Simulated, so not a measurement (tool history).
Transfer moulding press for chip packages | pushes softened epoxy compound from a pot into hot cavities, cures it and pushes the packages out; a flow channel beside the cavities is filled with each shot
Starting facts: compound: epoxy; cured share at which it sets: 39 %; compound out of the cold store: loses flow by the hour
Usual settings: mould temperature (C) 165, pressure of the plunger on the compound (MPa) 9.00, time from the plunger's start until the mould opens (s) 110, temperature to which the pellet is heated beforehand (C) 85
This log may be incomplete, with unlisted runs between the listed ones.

run   hour  mould temperature (C)  pressure of the plunger on the compound (MPa)  time from the plunger's start until the mould opens (s)  temperature to which the pellet is heated beforehand (C)  incoming compound's hours out of the cold store  length that the compound runs in the flow channel (mm)  greatest force on the pins that push the packages out (N)
  1    0.0                    165                                           9.00                                                      110                                                        85                                             45.9                                                     524                                                        243
  2    4.4                    165                                           9.00                                                      110                                                        85                                             34.2                                                     551                                                        250
  3   11.1                    165                                           9.00                                                      110                                                        85                                             23.9                                                     586                                                        257
  4   19.4                    165                                           9.00                                                      110                                                        85                                             29.8                                                     562                                                        246
  5   24.8                    165                                           9.00                                                      110                                                        85                                             20.0                                                     596                                                        264
  6   29.3                    165                                           9.00                                                      110                                                        85                                             32.9                                                     555                                                        243
  7   38.0                    165                                           9.00                                                      110                                                        85                                             12.3                                                     623                                                        257
  8   46.5                    165                                           9.00                                                      110                                                        85                                             17.1                                                     594                                                        263
      48.5  -- cavities cleaned with cleaning compound and waxed
  9   53.9                    165                                           9.00                                                      110                                                        85                                             11.6                                                     628                                                        266
 10   61.2                    165                                           9.00                                                       98                                                        85                                             28.3                                                     581                                                        303
 11   69.1                    165                                           9.00                                                       98                                                        85                                             11.7                                                     620                                                        327
 12   78.4                    165                                           9.00                                                       98                                                        85                                             21.9                                                     593                                                        331
 13   85.0                    165                                          10.21                                                      110                                                        85                                             34.7                                                     589                                                        247
 14   90.1                    165                                          10.21                                                      110                                                        85                                              8.3                                                     681                                                        274
      97.2  -- cavities cleaned with cleaning compound and waxed
 15  101.2                    165                                          10.21                                                      110                                                        85                                             36.7                                                     583                                                        245
     106.5  -- plunger's sealing rings changed
 16  110.8                    167                                          10.21                                                      110                                                        85                                             32.9                                                     578                                                        230
 17  120.1                    167                                           9.42                                                      110                                                        90                                             15.2                                                     628                                                        230
 18  127.3                    165                                           7.32                                                      117                                                        85                                             35.2                                                     504                                                        231
 19  132.9                    165                                           7.32                                                      117                                                        85                                             35.6                                                     488                                                        226
 20  139.9                    165                                           7.32                                                      126                                                        85                                             42.7                                                     478                                                        222
     148.0  -- cavities cleaned with cleaning compound and waxed
 21  150.9                    169                                           8.54                                                      114                                                        84                                             39.7                                                     517                                                        215
 22  160.1                    162                                           9.98                                                      110                                                        80                                             46.9                                                     553                                                        282
 23  164.2                    164                                           9.98                                                      144                                                        80                                             43.0                                                     561                                                        206
 24  170.1                    167                                           8.28                                                      144                                                        80                                             42.4                                                     507                                                        210
 25  176.0                    167                                           8.28                                                      125                                                        94                                             31.0                                                     532                                                        222
 26  184.7                    161                                           8.96                                                      148                                                        81                                             38.2                                                     550                                                        230
 27  188.7                    170                                           9.00                                                      110                                                        85                                             43.8                                                     509                                                        210

Predict each of these 4 candidate next runs independently; none follows another, all start after run 27:
     196.2  -- cavities cleaned with cleaning compound and waxed
  A  197.5                    170                                           9.00                                                      110                                                        82                                             21.3                                                       ?                                                          ?
     196.2  -- cavities cleaned with cleaning compound and waxed
  B  197.5                    164                                           7.84                                                      110                                                        78                                             13.8                                                       ?                                                          ?
     196.2  -- cavities cleaned with cleaning compound and waxed
  C  197.5                    170                                           6.85                                                      101                                                        86                                             16.2                                                       ?                                                          ?
     196.2  -- cavities cleaned with cleaning compound and waxed
  D  197.5                    160                                          10.29                                                       99                                                        85                                             31.1                                                       ?                                                          ?

run  length that the compound runs in the flow channel (mm)  greatest force on the pins that push the packages out (N)
  A                                                     573                                                        214
  B                                                     582                                                        280
  C                                                     515                                                        226
  D                                                     618                                                        422
Without the tool's hidden state the same runs would have given:
run  length that the compound runs in the flow channel (mm)  greatest force on the pins that push the packages out (N)
  A                                                     573                                                        213
  B                                                     582                                                        280
  C                                                     515                                                        226
  D                                                     618                                                        421
